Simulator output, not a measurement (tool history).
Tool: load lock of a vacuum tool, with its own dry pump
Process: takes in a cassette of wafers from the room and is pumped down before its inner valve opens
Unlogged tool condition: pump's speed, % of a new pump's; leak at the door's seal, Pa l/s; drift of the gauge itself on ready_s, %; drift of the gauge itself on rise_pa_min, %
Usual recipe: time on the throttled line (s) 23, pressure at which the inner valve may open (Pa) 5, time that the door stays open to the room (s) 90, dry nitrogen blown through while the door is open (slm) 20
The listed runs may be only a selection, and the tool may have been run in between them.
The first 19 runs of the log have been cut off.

run	day	time on the throttled line (s)	pressure at which the inner valve may open (Pa)	time that the door stays open to the room (s)	dry nitrogen blown through while the door is open (slm)	hours that the pump has run since its overhaul	times that the door has closed on its seal	incoming humidity of the room's air, %	time from the closed door until the inner valve may open (s)	rise of the pressure with all valves shut (Pa/min)
# day 293.1: door's seal changed, seat wiped
20	294.767	32	10	28	10	4914	180	45.6	45	0.054
21	305.308	35	6	116	7	5167	1318	42.6	49.2	0.087
22	325.496	23	5	76	29	5651	3497	44.8	38.4	0.063
23	342.371	23	5	76	29	6056	5319	45.8	38.6	0.066
24	360.892	23	6	90	18	6501	7319	44.2	38.3	0.084
25	378.958	23	6	90	18	6934	9269	47.7	38.5	0.094
26	389.467	23	6	90	18	7186	10404	43.5	38.9	0.098
27	400.625	23	6	90	18	7454	11608	46.7	38.7	0.104
28	413.296	23	6	90	18	7758	12976	46.7	38.7	0.106
29	431.108	23	5	59	20	8186	14900	48.8	39.8	0.111
30	451.1	44	5	32	20	8666	17058	42.1	59.3	0.099
31	465.067	23	8	90	20	9001	18566	42.3	38.9	0.124
32	482.908	27	4	90	7	9429	20492	42.6	44.3	0.152
# day 487.717: dry pump taken out, an overhauled one fitted
33	503.138	23	7	183	20	370	22649	46	36	0.174

Branching from run 33: 4 alternative next runs. What would each branch give?
A	521.458	23	7	192	20	810	24627	43.6	?	?
B	521.458	31	5	35	20	810	24627	41.7	?	?
C	521.458	23	9	183	37	810	24627	47.2	?	?
D	521.458	23	5	72	16	810	24627	46.9	?	?

run	time from the closed door until the inner valve may open (s)	rise of the pressure with all valves shut (Pa/min)
A	36.1	0.183
B	44.5	0.14
C	35.4	0.172
D	37	0.155
Take away the tool's hidden state, keep each run's random variation, and the runs would have read:
run	time from the closed door until the inner valve may open (s)	rise of the pressure with all valves shut (Pa/min)
A	35.8	0.083
B	44.2	0.04
C	35.2	0.074
D	36.7	0.057

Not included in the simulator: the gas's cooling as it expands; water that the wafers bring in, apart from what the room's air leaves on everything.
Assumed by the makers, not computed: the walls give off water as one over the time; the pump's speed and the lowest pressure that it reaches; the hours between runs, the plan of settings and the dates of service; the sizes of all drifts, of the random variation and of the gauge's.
